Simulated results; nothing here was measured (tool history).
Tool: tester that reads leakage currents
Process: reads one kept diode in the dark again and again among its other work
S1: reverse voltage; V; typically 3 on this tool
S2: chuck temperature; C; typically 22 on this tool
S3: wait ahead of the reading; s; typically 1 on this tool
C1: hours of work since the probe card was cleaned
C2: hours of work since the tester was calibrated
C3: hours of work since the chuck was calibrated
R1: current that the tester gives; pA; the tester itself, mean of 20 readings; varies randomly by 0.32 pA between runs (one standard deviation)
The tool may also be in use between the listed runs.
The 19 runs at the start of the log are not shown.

{"run": 20, "day": 50.242, "S1": 3, "S2": 21, "S3": 1, "C1": 1850, "C2": 2116, "C3": 626, "R1": 94.75}
{"run": 21, "day": 54.4, "S1": 3, "S2": 21, "S3": 1, "C1": 1899, "C2": 2165, "C3": 675, "R1": 95.05}
{"day": 54.775, "done": "chuck's temperature calibrated"}
{"run": 22, "day": 57.583, "S1": 3, "S2": 22, "S3": 1.51, "C1": 1936, "C2": 2201, "C3": 33, "R1": 103.49}
{"run": 23, "day": 59.992, "S1": 3, "S2": 22, "S3": 1.51, "C1": 1964, "C2": 2230, "C3": 61, "R1": 103.35}
{"run": 24, "day": 63.204, "S1": 3, "S2": 22, "S3": 1.51, "C1": 2002, "C2": 2267, "C3": 99, "R1": 103.52}
{"run": 25, "day": 65.125, "S1": 3, "S2": 22, "S3": 1.51, "C1": 2024, "C2": 2290, "C3": 122, "R1": 103.88}
{"run": 26, "day": 66.862, "S1": 8.37, "S2": 25, "S3": 0.58, "C1": 2045, "C2": 2310, "C3": 142, "R1": 239.2}
{"run": 27, "day": 69.117, "S1": 1.38, "S2": 48, "S3": 6.18, "C1": 2071, "C2": 2337, "C3": 169, "R1": 663.24}
{"run": 28, "day": 71.933, "S1": 12.88, "S2": 35, "S3": 0.76, "C1": 2104, "C2": 2370, "C3": 202, "R1": 722.59}
{"run": 29, "day": 73.854, "S1": 12.88, "S2": 35, "S3": 0.76, "C1": 2127, "C2": 2393, "C3": 224, "R1": 723.75}
{"run": 30, "day": 75.817, "S1": 12.88, "S2": 35, "S3": 0.76, "C1": 2150, "C2": 2416, "C3": 247, "R1": 721.26}
{"run": 31, "day": 78.775, "S1": 4.43, "S2": 27, "S3": 0.76, "C1": 2185, "C2": 2450, "C3": 282, "R1": 203.41}
{"run": 32, "day": 81.421, "S1": 10.06, "S2": 56, "S3": 5.33, "C1": 2216, "C2": 2482, "C3": 313, "R1": 3480.77}
{"run": 33, "day": 84.346, "S1": 10.06, "S2": 56, "S3": 3.73, "C1": 2250, "C2": 2516, "C3": 347, "R1": 3473.73}
{"run": 34, "day": 88.158, "S1": 1.38, "S2": 56, "S3": 3.73, "C1": 2295, "C2": 2561, "C3": 392, "R1": 1245.58}

Estimate the outcome of run 35 from the log above:
{"run": 35, "day": 91.146, "S1": 3, "S2": 43, "S3": 8.97, "C1": 2330, "C2": 2596, "C3": 427, "R1": "?"}

R1: 664.71 pA
Had the tool carried no hidden state, the very same run would have given R1 664.49 pA.
